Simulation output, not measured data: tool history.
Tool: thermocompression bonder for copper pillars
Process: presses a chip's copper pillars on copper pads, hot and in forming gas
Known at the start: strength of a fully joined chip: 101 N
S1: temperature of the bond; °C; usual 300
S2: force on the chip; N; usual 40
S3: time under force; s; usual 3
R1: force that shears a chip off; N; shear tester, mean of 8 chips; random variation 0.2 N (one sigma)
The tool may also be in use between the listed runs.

run 1 hour=0.0 | S1=300 S2=40 S3=3 | R1=56.6
run 2 hour=25.1 | S1=300 S2=40 S3=3 | R1=56.9
run 3 hour=80.7 | S1=300 S2=40 S3=2 | R1=49.4
-- hour=103.9 forming gas filter changed
run 4 hour=113.1 | S1=327 S2=40 S3=3 | R1=75.1
run 5 hour=168.1 | S1=327 S2=40 S3=3 | R1=75.0
run 6 hour=197.5 | S1=327 S2=40 S3=3 | R1=74.8
-- hour=233.5 heater calibrated with a thermocouple chip
run 7 hour=234.1 | S1=327 S2=40 S3=3 | R1=74.9
run 8 hour=273.9 | S1=289 S2=31 S3=2 | R1=35.1
run 9 hour=332.2 | S1=289 S2=31 S3=2 | R1=34.8
run 10 hour=391.8 | S1=300 S2=40 S3=4 | R1=61.5
run 11 hour=428.5 | S1=312 S2=40 S3=3 | R1=63.9
run 12 hour=488.1 | S1=312 S2=40 S3=3 | R1=64.2

Measured less the same run without the tool's hidden state. The same run-to-run variation is in both; the gauge's scatter may not be:
The hidden state here: true temperature of the bond over the reading, C; force that reaches the chip, % of what is set; oxide that the forming gas leaves, % of the face; drift of the gauge itself on shear_n, %.
run=1 R1=+0.1
run=2 R1=+0.1
run=3 R1=-0.1
run=4 R1=+0.0
run=5 R1=-0.1
run=6 R1=-0.2
run=7 R1=-0.5
run=8 R1=-0.2
run=9 R1=-0.3
run=10 R1=-0.6
run=11 R1=-0.7
run=12 R1=-0.8
